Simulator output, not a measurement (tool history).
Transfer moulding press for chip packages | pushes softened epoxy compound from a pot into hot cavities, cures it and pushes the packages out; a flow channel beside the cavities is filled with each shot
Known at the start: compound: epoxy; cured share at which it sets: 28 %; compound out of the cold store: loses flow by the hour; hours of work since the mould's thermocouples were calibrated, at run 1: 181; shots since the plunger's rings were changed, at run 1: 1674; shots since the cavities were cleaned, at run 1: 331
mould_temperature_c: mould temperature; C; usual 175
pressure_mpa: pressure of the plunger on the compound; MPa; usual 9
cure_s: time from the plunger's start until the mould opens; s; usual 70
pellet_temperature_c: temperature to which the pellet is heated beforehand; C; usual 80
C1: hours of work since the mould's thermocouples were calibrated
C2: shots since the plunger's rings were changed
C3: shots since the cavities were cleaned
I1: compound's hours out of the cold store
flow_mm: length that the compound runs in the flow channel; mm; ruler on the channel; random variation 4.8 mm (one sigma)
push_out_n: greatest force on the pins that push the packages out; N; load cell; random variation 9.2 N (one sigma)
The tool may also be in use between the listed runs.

Run 1, hour 0: usual settings; C1 181; C2 1674; C3 331; I1 15.1. Result: flow_mm 734 mm, push_out_n 554 N.
At hour 30.3: cavities cleaned with cleaning compound and waxed.
Run 2, hour 34.7: usual settings; C1 206; C2 2215; C3 71; I1 27.9. Result: flow_mm 671 mm, push_out_n 454 N.
Run 3, hour 75.8: usual settings; C1 237; C2 2884; C3 740; I1 45.2. Result: flow_mm 618 mm, push_out_n 578 N.
At hour 80.8: cavities cleaned with cleaning compound and waxed.
At hour 102.1: plunger's sealing rings changed.
Run 4, hour 114.7: usual settings; C1 263; C2 204; C3 510; I1 28.2. Result: flow_mm 701 mm, push_out_n 543 N.
At hour 133.4: cavities cleaned with cleaning compound and waxed.
Run 5, hour 167.4: usual settings but pressure_mpa 6.85 MPa; C1 301; C2 1039; C3 555; I1 42.5. Result: flow_mm 558 mm, push_out_n 555 N.
At hour 184.3: cavities cleaned with cleaning compound and waxed.
Run 6, hour 200.6: usual settings but pellet_temperature_c 75 C; C1 324; C2 1555; C3 266; I1 47.3. Result: flow_mm 618 mm, push_out_n 496 N.
At hour 233.2: cavities cleaned with cleaning compound and waxed.
Run 7, hour 237.6: usual settings but pellet_temperature_c 75 C; C1 351; C2 2133; C3 71; I1 43.7. Result: flow_mm 622 mm, push_out_n 445 N.
At hour 259.3: mould's thermocouples calibrated.
Run 8, hour 270.9: usual settings but pellet_temperature_c 75 C; C1 9; C2 2642; C3 580; I1 10.2. Result: flow_mm 754 mm, push_out_n 593 N.
At hour 285.2: cavities cleaned with cleaning compound and waxed.
Run 9, hour 299.9: usual settings but pellet_temperature_c 75 C; C1 29; C2 3090; C3 239; I1 20.7. Result: flow_mm 705 mm, push_out_n 523 N.
At hour 312.3: plunger's sealing rings changed.
Run 10, hour 326.1: usual settings but mould_temperature_c 180 C; C1 47; C2 225; C3 626; I1 16.3. Result: flow_mm 724 mm, push_out_n 480 N.
At hour 338.8: cavities cleaned with cleaning compound and waxed.
Run 11, hour 355: usual settings; C1 67; C2 670; C3 263; I1 41.7. Result: flow_mm 656 mm, push_out_n 496 N.
Run 12, hour 378.1: usual settings; C1 84; C2 1047; C3 640; I1 23.2. Result: flow_mm 710 mm, push_out_n 558 N.
At hour 390.9: cavities cleaned with cleaning compound and waxed.
Run 13, hour 429.7: usual settings but pressure_mpa 9.34 MPa; C1 121; C2 1863; C3 632; I1 22.4. Result: flow_mm 714 mm, push_out_n 612 N.
At hour 441.9: cavities cleaned with cleaning compound and waxed.
Run 14, hour 453.7: usual settings but pressure_mpa 9.39 MPa; C1 138; C2 2229; C3 192; I1 45.6. Result: flow_mm 640 mm, push_out_n 478 N.
At hour 492.4: cavities cleaned with cleaning compound and waxed.
Run 15, hour 498: usual settings but pressure_mpa 9.39 MPa, cure_s 104 s, pellet_temperature_c 76 C; C1 170; C2 2927; C3 92; I1 16.8. Result: flow_mm 736 mm, push_out_n 355 N.
At hour 522.1: plunger's sealing rings changed.
Run 16, hour 530.2: usual settings but pressure_mpa 9.66 MPa, cure_s 104 s, pellet_temperature_c 76 C; C1 192; C2 133; C3 576; I1 36.2. Result: flow_mm 690 mm, push_out_n 464 N.
At hour 545.8: cavities cleaned with cleaning compound and waxed.
Run 17, hour 566.1: usual settings but pressure_mpa 9.66 MPa, cure_s 104 s, pellet_temperature_c 76 C; C1 218; C2 692; C3 330; I1 31.6. Result: flow_mm 705 mm, push_out_n 438 N.
At hour 596.4: cavities cleaned with cleaning compound and waxed.
Run 18, hour 611.5: usual settings but pressure_mpa 9.56 MPa, cure_s 71 s; C1 250; C2 1408; C3 246; I1 34.1. Result: flow_mm 684 mm, push_out_n 487 N.
Run 19, hour 635.2: usual settings but pressure_mpa 8.44 MPa, cure_s 71 s, pellet_temperature_c 76 C; C1 268; C2 1793; C3 631; I1 36.2. Result: flow_mm 630 mm, push_out_n 565 N.
At hour 645.1: cavities cleaned with cleaning compound and waxed.
Run 20, hour 658.3: usual settings but pressure_mpa 7.17 MPa, pellet_temperature_c 74 C; C1 284; C2 2145; C3 215; I1 16.3. Result: flow_mm 648 mm, push_out_n 497 N.
At hour 695.3: cavities cleaned with cleaning compound and waxed.
Run 21, hour 698.2: usual settings but pressure_mpa 7.17 MPa, pellet_temperature_c 74 C; C1 312; C2 2771; C3 48; I1 21.8. Result: flow_mm 628 mm, push_out_n 464 N.
At hour 730.6: plunger's sealing rings changed.
At hour 746.5: cavities cleaned with cleaning compound and waxed.
Run 22, hour 753.5: usual settings but pressure_mpa 7.17 MPa, pellet_temperature_c 74 C; C1 350; C2 348; C3 113; I1 16.6. Result: flow_mm 661 mm, push_out_n 479 N.
At hour 775.4: mould's thermocouples calibrated.
At hour 797.3: cavities cleaned with cleaning compound and waxed.
Run 23, hour 797.3: usual settings but mould_temperature_c 180 C, pellet_temperature_c 73 C; C1 15; C2 1004; C3 0; I1 15.3. Result: flow_mm 727 mm, push_out_n 365 N.
Run 24, hour 819.4: usual settings but mould_temperature_c 183 C; C1 32; C2 1365; C3 361; I1 16.8. Result: flow_mm 703 mm, push_out_n 436 N.
At hour 847.6: cavities cleaned with cleaning compound and waxed.
Run 25, hour 865.8: usual settings but pressure_mpa 10.83 MPa; C1 65; C2 2096; C3 297; I1 25. Result: flow_mm 766 mm, push_out_n 490 N.

Hidden state or all else? Some run-to-run changes of flow_mm, split into what the settings, what came in and random variation would give without the hidden state, and what is left for the hidden state (with any gauge scatter that isn't in both results):
The hidden state here: true mould temperature over the reading, C; pressure that reaches the compound, % of what is set; grip of the stained cavities, % over clean ones'; drift of the gauge itself on flow_mm, %; drift of the gauge itself on push_out_n, %.
Run 4 -> 5: pressure_mpa 9 -> 6.85, cavities cleaned with cleaning compound and waxed. flow_mm -143 mm: hidden state -4, all else -139.
Run 7 -> 8: mould's thermocouples calibrated. flow_mm +132 mm: hidden state -6, all else +138.
Run 9 -> 10: mould_temperature_c 175 -> 180, pellet_temperature_c 75 -> 80, plunger's sealing rings changed. flow_mm +19 mm: hidden state +25, all else -6.
Run 15 -> 16: pressure_mpa 9.39 -> 9.66, plunger's sealing rings changed. flow_mm -46 mm: hidden state +23, all else -69.
